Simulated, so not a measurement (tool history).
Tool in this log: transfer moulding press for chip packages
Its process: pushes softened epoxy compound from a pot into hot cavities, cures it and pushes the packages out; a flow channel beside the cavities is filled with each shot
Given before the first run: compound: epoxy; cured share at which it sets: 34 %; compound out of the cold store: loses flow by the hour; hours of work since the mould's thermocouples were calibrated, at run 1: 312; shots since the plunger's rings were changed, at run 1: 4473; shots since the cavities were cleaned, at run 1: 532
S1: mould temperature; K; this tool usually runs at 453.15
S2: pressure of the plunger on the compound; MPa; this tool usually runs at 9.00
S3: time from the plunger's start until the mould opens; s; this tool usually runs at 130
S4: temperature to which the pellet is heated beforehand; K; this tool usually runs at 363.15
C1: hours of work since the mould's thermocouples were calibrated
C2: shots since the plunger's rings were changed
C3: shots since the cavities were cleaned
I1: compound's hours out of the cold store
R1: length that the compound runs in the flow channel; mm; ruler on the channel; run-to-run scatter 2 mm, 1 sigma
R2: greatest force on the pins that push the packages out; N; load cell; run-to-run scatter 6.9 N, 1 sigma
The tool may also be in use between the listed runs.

{"run": 1, "day": 0.0, "S1": 453.15, "S2": 9.0, "S3": 130, "S4": 363.15, "C1": 312, "C2": 4473, "C3": 532, "I1": 30.4, "R1": 611, "R2": 293}
{"run": 2, "day": 0.229, "S1": 453.15, "S2": 9.0, "S3": 130, "S4": 363.15, "C1": 315, "C2": 4525, "C3": 584, "I1": 29.2, "R1": 613, "R2": 305}
{"run": 3, "day": 0.6, "S1": 453.15, "S2": 9.0, "S3": 130, "S4": 363.15, "C1": 321, "C2": 4612, "C3": 671, "I1": 30.5, "R1": 607, "R2": 306}
{"run": 4, "day": 0.983, "S1": 449.15, "S2": 9.0, "S3": 130, "S4": 363.15, "C1": 326, "C2": 4701, "C3": 760, "I1": 38.1, "R1": 605, "R2": 365}
{"day": 1.388, "done": "cavities cleaned with cleaning compound and waxed"}
{"run": 5, "day": 1.408, "S1": 453.15, "S2": 9.0, "S3": 130, "S4": 363.15, "C1": 332, "C2": 4785, "C3": 6, "I1": 34.3, "R1": 602, "R2": 279}
{"run": 6, "day": 1.742, "S1": 453.15, "S2": 9.0, "S3": 130, "S4": 363.15, "C1": 337, "C2": 4862, "C3": 83, "I1": 31.6, "R1": 606, "R2": 298}
{"run": 7, "day": 1.967, "S1": 453.15, "S2": 9.0, "S3": 130, "S4": 363.15, "C1": 340, "C2": 4914, "C3": 135, "I1": 10.6, "R1": 668, "R2": 286}
{"run": 8, "day": 2.4, "S1": 453.15, "S2": 9.0, "S3": 130, "S4": 363.15, "C1": 347, "C2": 5014, "C3": 235, "I1": 44.2, "R1": 574, "R2": 290}
{"run": 9, "day": 2.825, "S1": 453.15, "S2": 9.0, "S3": 130, "S4": 363.15, "C1": 353, "C2": 5113, "C3": 334, "I1": 17.1, "R1": 653, "R2": 300}
{"run": 10, "day": 3.117, "S1": 453.15, "S2": 10.37, "S3": 130, "S4": 363.15, "C1": 358, "C2": 5180, "C3": 401, "I1": 32.0, "R1": 656, "R2": 288}
{"run": 11, "day": 3.596, "S1": 453.15, "S2": 10.37, "S3": 130, "S4": 363.15, "C1": 365, "C2": 5292, "C3": 513, "I1": 28.1, "R1": 662, "R2": 298}
{"run": 12, "day": 4.021, "S1": 453.15, "S2": 10.37, "S3": 130, "S4": 363.15, "C1": 371, "C2": 5390, "C3": 611, "I1": 37.5, "R1": 634, "R2": 294}
{"run": 13, "day": 4.367, "S1": 453.15, "S2": 9.0, "S3": 130, "S4": 370.15, "C1": 377, "C2": 5470, "C3": 691, "I1": 25.7, "R1": 622, "R2": 299}
{"day": 4.654, "done": "mould's thermocouples calibrated"}
{"run": 14, "day": 4.842, "S1": 453.15, "S2": 8.66, "S3": 130, "S4": 370.15, "C1": 3, "C2": 5561, "C3": 782, "I1": 14.5, "R1": 643, "R2": 278}
{"day": 5.133, "done": "cavities cleaned with cleaning compound and waxed"}
{"run": 15, "day": 5.233, "S1": 453.15, "S2": 9.0, "S3": 130, "S4": 363.15, "C1": 8, "C2": 5638, "C3": 24, "I1": 28.8, "R1": 619, "R2": 297}
{"run": 16, "day": 5.442, "S1": 453.15, "S2": 9.0, "S3": 130, "S4": 363.15, "C1": 11, "C2": 5685, "C3": 71, "I1": 19.0, "R1": 642, "R2": 294}
{"run": 17, "day": 5.862, "S1": 453.15, "S2": 9.0, "S3": 130, "S4": 363.15, "C1": 17, "C2": 5783, "C3": 169, "I1": 14.9, "R1": 654, "R2": 304}
{"run": 18, "day": 6.35, "S1": 453.15, "S2": 9.0, "S3": 130, "S4": 363.15, "C1": 25, "C2": 5896, "C3": 282, "I1": 27.5, "R1": 614, "R2": 295}
{"run": 19, "day": 6.692, "S1": 449.15, "S2": 9.31, "S3": 124, "S4": 360.15, "C1": 30, "C2": 5975, "C3": 361, "I1": 15.1, "R1": 679, "R2": 402}
{"run": 20, "day": 7.162, "S1": 453.15, "S2": 9.0, "S3": 141, "S4": 363.15, "C1": 37, "C2": 6084, "C3": 470, "I1": 18.7, "R1": 648, "R2": 285}
{"day": 7.675, "done": "plunger's sealing rings changed"}
{"run": 21, "day": 7.712, "S1": 448.15, "S2": 8.52, "S3": 130, "S4": 364.15, "C1": 44, "C2": 9, "C3": 574, "I1": 14.7, "R1": 654, "R2": 373}
{"run": 22, "day": 7.929, "S1": 448.15, "S2": 8.52, "S3": 130, "S4": 364.15, "C1": 47, "C2": 59, "C3": 624, "I1": 39.6, "R1": 586, "R2": 366}
{"run": 23, "day": 8.2, "S1": 448.15, "S2": 8.52, "S3": 130, "S4": 364.15, "C1": 51, "C2": 122, "C3": 687, "I1": 30.2, "R1": 611, "R2": 367}
{"run": 24, "day": 8.438, "S1": 448.15, "S2": 8.52, "S3": 130, "S4": 364.15, "C1": 55, "C2": 177, "C3": 742, "I1": 42.3, "R1": 581, "R2": 348}
{"day": 8.925, "done": "cavities cleaned with cleaning compound and waxed"}
{"run": 25, "day": 8.942, "S1": 448.15, "S2": 8.52, "S3": 130, "S4": 364.15, "C1": 61, "C2": 280, "C3": 4, "I1": 47.7, "R1": 566, "R2": 364}
{"run": 26, "day": 9.158, "S1": 447.15, "S2": 9.12, "S3": 160, "S4": 372.15, "C1": 65, "C2": 329, "C3": 53, "I1": 32.9, "R1": 628, "R2": 292}
{"run": 27, "day": 9.533, "S1": 446.15, "S2": 9.0, "S3": 142, "S4": 363.15, "C1": 70, "C2": 416, "C3": 140, "I1": 24.2, "R1": 652, "R2": 358}
{"run": 28, "day": 9.938, "S1": 446.15, "S2": 7.34, "S3": 127, "S4": 363.15, "C1": 76, "C2": 510, "C3": 234, "I1": 10.0, "R1": 628, "R2": 478}
{"run": 29, "day": 10.208, "S1": 453.15, "S2": 9.12, "S3": 140, "S4": 363.15, "C1": 80, "C2": 572, "C3": 296, "I1": 43.6, "R1": 583, "R2": 281}
{"run": 30, "day": 10.438, "S1": 453.15, "S2": 9.12, "S3": 140, "S4": 363.15, "C1": 84, "C2": 626, "C3": 350, "I1": 19.6, "R1": 646, "R2": 273}

Predict each of these 3 candidate next runs independently; none follows another, all start after run 30:
{"run": "A", "day": 10.762, "S1": 453.15, "S2": 9.82, "S3": 148, "S4": 356.15, "C1": 89, "C2": 701, "C3": 425, "I1": 36.6, "R1": "?", "R2": "?"}
{"run": "B", "day": 10.762, "S1": 454.15, "S2": 9.0, "S3": 130, "S4": 372.15, "C1": 89, "C2": 701, "C3": 425, "I1": 21.3, "R1": "?", "R2": "?"}
{"run": "C", "day": 10.762, "S1": 453.15, "S2": 9.0, "S3": 111, "S4": 361.15, "C1": 89, "C2": 701, "C3": 425, "I1": 34.0, "R1": "?", "R2": "?"}

run=A R1=623 R2=271
run=B R1=632 R2=282
run=C R1=600 R2=355
Take away the tool's hidden state, keep each run's random variation, and the runs would have read:
run=A R1=623 R2=267
run=B R1=632 R2=278
run=C R1=600 R2=350
